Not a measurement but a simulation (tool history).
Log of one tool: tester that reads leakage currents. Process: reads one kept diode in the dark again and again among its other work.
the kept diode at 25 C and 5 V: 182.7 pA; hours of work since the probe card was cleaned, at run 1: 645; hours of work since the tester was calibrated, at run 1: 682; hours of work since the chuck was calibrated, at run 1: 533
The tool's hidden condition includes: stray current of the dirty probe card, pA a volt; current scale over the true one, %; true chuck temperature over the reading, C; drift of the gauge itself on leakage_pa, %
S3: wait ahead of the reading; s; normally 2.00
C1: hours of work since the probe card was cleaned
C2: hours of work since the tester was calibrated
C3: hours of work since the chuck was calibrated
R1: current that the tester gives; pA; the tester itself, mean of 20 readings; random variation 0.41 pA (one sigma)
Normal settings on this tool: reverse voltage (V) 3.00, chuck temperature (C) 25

{"run": 1, "day": 0.0, "reverse voltage (V)": 3.0, "chuck temperature (C)": 25, "S3": 2.0, "C1": 645, "C2": 682, "C3": 533, "R1": 135.95}
{"run": 2, "day": 1.0, "reverse voltage (V)": 3.0, "chuck temperature (C)": 25, "S3": 2.0, "C1": 660, "C2": 697, "C3": 548, "R1": 136.52}
{"run": 3, "day": 2.112, "reverse voltage (V)": 3.0, "chuck temperature (C)": 25, "S3": 2.0, "C1": 676, "C2": 713, "C3": 564, "R1": 136.64}
{"run": 4, "day": 3.767, "reverse voltage (V)": 3.0, "chuck temperature (C)": 25, "S3": 2.0, "C1": 701, "C2": 738, "C3": 589, "R1": 136.56}
{"day": 4.454, "done": "chuck's temperature calibrated"}
{"run": 5, "day": 4.646, "reverse voltage (V)": 3.0, "chuck temperature (C)": 25, "S3": 2.0, "C1": 712, "C2": 749, "C3": 3, "R1": 136.56}
{"run": 6, "day": 6.312, "reverse voltage (V)": 3.0, "chuck temperature (C)": 25, "S3": 2.0, "C1": 737, "C2": 774, "C3": 27, "R1": 136.08}
{"run": 7, "day": 7.879, "reverse voltage (V)": 5.63, "chuck temperature (C)": 25, "S3": 2.0, "C1": 760, "C2": 797, "C3": 51, "R1": 197.52}
{"run": 8, "day": 9.117, "reverse voltage (V)": 5.63, "chuck temperature (C)": 25, "S3": 2.0, "C1": 779, "C2": 816, "C3": 69, "R1": 197.04}
{"run": 9, "day": 10.75, "reverse voltage (V)": 3.0, "chuck temperature (C)": 25, "S3": 0.37, "C1": 803, "C2": 840, "C3": 93, "R1": 138.43}
{"run": 10, "day": 11.854, "reverse voltage (V)": 3.0, "chuck temperature (C)": 25, "S3": 1.41, "C1": 819, "C2": 856, "C3": 109, "R1": 136.27}
{"run": 11, "day": 12.638, "reverse voltage (V)": 3.0, "chuck temperature (C)": 25, "S3": 1.41, "C1": 831, "C2": 868, "C3": 121, "R1": 136.3}
{"run": 12, "day": 13.871, "reverse voltage (V)": 3.0, "chuck temperature (C)": 25, "S3": 3.68, "C1": 849, "C2": 886, "C3": 139, "R1": 136.29}

Run 13, settings as shown, results not yet in. Your forecast:
{"run": 13, "day": 14.917, "reverse voltage (V)": 3.0, "chuck temperature (C)": 25, "S3": 3.68, "C1": 864, "C2": 901, "C3": 155, "R1": "?"}

R1: 136.14 pA
Take away the tool's hidden state, keep the run-to-run variation as it was, and the same run would have given R1 136.09 pA.
